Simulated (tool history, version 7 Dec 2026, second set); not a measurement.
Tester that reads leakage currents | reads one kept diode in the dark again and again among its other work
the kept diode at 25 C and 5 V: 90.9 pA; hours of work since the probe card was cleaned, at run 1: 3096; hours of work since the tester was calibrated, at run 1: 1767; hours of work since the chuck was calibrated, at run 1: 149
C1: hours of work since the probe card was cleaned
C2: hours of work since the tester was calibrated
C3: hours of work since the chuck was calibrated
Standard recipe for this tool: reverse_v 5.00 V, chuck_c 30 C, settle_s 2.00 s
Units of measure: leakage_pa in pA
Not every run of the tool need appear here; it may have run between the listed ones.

run 1 hour=0.0 | reverse_v=5.00 chuck_c=30 settle_s=2.00 | C1=3096 C2=1767 C3=149 | leakage_pa=135.76
run 2 hour=47.8 | reverse_v=5.00 chuck_c=30 settle_s=2.00 | C1=3127 C2=1797 C3=180 | leakage_pa=134.71
run 3 hour=92.7 | reverse_v=5.00 chuck_c=30 settle_s=2.00 | C1=3156 C2=1826 C3=208 | leakage_pa=134.20
run 4 hour=186.4 | reverse_v=5.00 chuck_c=30 settle_s=2.00 | C1=3216 C2=1886 C3=268 | leakage_pa=133.20
run 5 hour=292.4 | reverse_v=11.21 chuck_c=30 settle_s=2.00 | C1=3284 C2=1954 C3=336 | leakage_pa=213.33
run 6 hour=354.3 | reverse_v=11.21 chuck_c=30 settle_s=2.00 | C1=3323 C2=1994 C3=376 | leakage_pa=212.49

Expected results for the next run?
run 7 hour=418.9 | reverse_v=5.00 chuck_c=37 settle_s=4.72 | C1=3365 C2=2035 C3=417 | leakage_pa=?

leakage_pa: 214.30 pA
Without the tool's hidden state the same run would have given leakage_pa 216.63 pA.

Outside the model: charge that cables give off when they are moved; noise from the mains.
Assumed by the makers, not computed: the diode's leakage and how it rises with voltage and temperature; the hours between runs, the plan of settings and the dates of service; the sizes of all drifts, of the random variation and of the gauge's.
